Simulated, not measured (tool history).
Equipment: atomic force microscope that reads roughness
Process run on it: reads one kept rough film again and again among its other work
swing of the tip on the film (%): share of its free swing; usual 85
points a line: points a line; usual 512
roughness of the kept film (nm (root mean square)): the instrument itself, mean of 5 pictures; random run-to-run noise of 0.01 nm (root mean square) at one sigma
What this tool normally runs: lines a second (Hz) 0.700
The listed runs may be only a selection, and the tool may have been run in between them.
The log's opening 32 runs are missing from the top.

| run | day | lines a second (Hz) | swing of the tip on the film (%) | points a line | pictures with this tip | hours of work since the height scale was calibrated | roughness of the kept film (nm (root mean square)) |
|---|---|---|---|---|---|---|---|
| 33 | 31.729 | 0.700 | 85 | 347 | 209 | 933 | 2.401 |
| 34 | 32.342 | 0.774 | 85 | 331 | 228 | 942 | 2.378 |
|  | 33.283 | new tip fitted |
| 35 | 33.433 | 0.774 | 85 | 331 | 4 | 957 | 2.408 |
| 36 | 34.575 | 3.257 | 85 | 278 | 39 | 973 | 2.130 |
| 37 | 35.321 | 0.658 | 70 | 539 | 61 | 983 | 2.470 |
| 38 | 35.946 | 0.658 | 80 | 539 | 80 | 992 | 2.436 |
| 39 | 37.271 | 0.658 | 80 | 539 | 121 | 1010 | 2.423 |
| 40 | 37.875 | 1.041 | 85 | 512 | 139 | 1019 | 2.370 |
| 41 | 38.950 | 1.041 | 78 | 805 | 172 | 1034 | 2.412 |
| 42 | 39.562 | 1.041 | 78 | 805 | 190 | 1042 | 2.418 |
| 43 | 40.629 | 1.323 | 78 | 770 | 222 | 1057 | 2.385 |
| 44 | 41.438 | 1.323 | 78 | 770 | 247 | 1068 | 2.388 |
|  | 41.804 | new tip fitted |
| 45 | 42.788 | 1.147 | 85 | 990 | 29 | 1087 | 2.369 |
| 46 | 43.904 | 1.147 | 85 | 532 | 63 | 1102 | 2.339 |
| 47 | 45.129 | 1.147 | 85 | 532 | 100 | 1120 | 2.357 |

5 ways to go on from here, each from the tool as it stands after run 47. What would each give?
| A | 46.462 | 1.147 | 85 | 366 | 141 | 1138 | ? |
| B | 46.462 | 1.529 | 79 | 748 | 141 | 1138 | ? |
| C | 46.462 | 1.304 | 85 | 268 | 141 | 1138 | ? |
| D | 46.462 | 1.108 | 85 | 512 | 141 | 1138 | ? |
| E | 46.462 | 3.324 | 85 | 532 | 141 | 1138 | ? |

| run | roughness of the kept film (nm (root mean square)) |
|---|---|
| A | 2.373 |
| B | 2.345 |
| C | 2.323 |
| D | 2.354 |
| E | 2.148 |
Had the tool no hidden state, the same runs would have come out as:
| run | roughness of the kept film (nm (root mean square)) |
|---|---|
| A | 2.377 |
| B | 2.349 |
| C | 2.326 |
| D | 2.357 |
| E | 2.152 |

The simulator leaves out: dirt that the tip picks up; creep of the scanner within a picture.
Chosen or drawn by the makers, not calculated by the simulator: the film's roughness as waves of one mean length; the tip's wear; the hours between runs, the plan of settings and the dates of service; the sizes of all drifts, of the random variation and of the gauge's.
